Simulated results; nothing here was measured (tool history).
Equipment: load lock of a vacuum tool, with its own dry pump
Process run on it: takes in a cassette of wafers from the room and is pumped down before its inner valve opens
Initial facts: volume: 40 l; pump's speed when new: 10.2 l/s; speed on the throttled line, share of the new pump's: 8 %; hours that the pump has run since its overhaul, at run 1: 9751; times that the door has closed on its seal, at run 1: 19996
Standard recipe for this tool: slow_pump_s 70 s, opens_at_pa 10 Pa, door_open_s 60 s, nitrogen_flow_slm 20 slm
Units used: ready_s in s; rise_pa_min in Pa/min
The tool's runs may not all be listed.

run    hour  slow_pump_s  opens_at_pa  door_open_s  nitrogen_flow_slm  hours that the pump has run since its overhaul  times that the door has closed on its seal  incoming humidity of the room's air, %  ready_s  rise_pa_min
  1       0           70           10           60                 20                                            9751                                       19996                                    46.3    102.5        0.102
  2   310.1           70           10           60                 20                                           10061                                       20831                                    45.4    102.9        0.097
  3   792.3           70           10           60                 16                                           10543                                       22129                                    44.7    103.3        0.114
  4  1320.7           70           10           60                 20                                           11071                                       23552                                    45.1    103.3        0.111
  5  1689.6           70           10           60                 20                                           11440                                       24545                                      46    103.5        0.112
  6  2409.1           70           10           33                 20                                           12160                                       26482                                    47.7      103        0.108
  7  2783.9           70           10           60                 20                                           12535                                       27491                                    47.2    103.2        0.124
  8  3471.8           70           10           60                 20                                           13222                                       29343                                    43.3    103.9         0.13
  9  4053.1           70           10           60                 20                                           13804                                       30908                                    45.7      104         0.14
 10  4583.3           70           10           60                 20                                           14334                                       32336                                    46.6      104        0.152
 11  5211.1           70           10           60                 20                                           14962                                       34026                                    48.3    104.4         0.15
 12  5567.5           70           10           60                 20                                           15318                                       34985                                    49.4    103.6        0.158
 13  6141.4           70           10           60                 20                                           15892                                       36531                                    43.3    104.8        0.165
 14  6628.6           57           10           60                 20                                           16379                                       37842                                    43.3     92.8        0.173
 15  6969.5           57           11           60                 20                                           16720                                       38760                                    44.6     92.6         0.17
 16  7306.7           57           11           60                 20                                           17057                                       39668                                    42.8     92.3        0.176
 17  7816.8          107           10          201                  6                                           17567                                       41041                                    43.6    138.7        0.286
 18  8370.9           75           10           60                  4                                           18122                                       42533                                    48.8    109.8        0.227
 19  8950.2           70           10           80                 20                                           18701                                       44093                                    46.9    105.6        0.214
 20  9325.9           70           13           80                 39                                           19077                                       45104                                    45.1    103.8        0.205

Forecast run 21:
 21  9958.3           46           10           60                 20                                           19709                                       46807                                      46        ?            ?

For run 21 the tool returned ready_s 83.8 s, rise_pa_min 0.222 Pa/min.
With the hidden condition absent and the run-to-run variation left alone, this run would have shown ready_s 78.3 s, rise_pa_min 0.054 Pa/min.
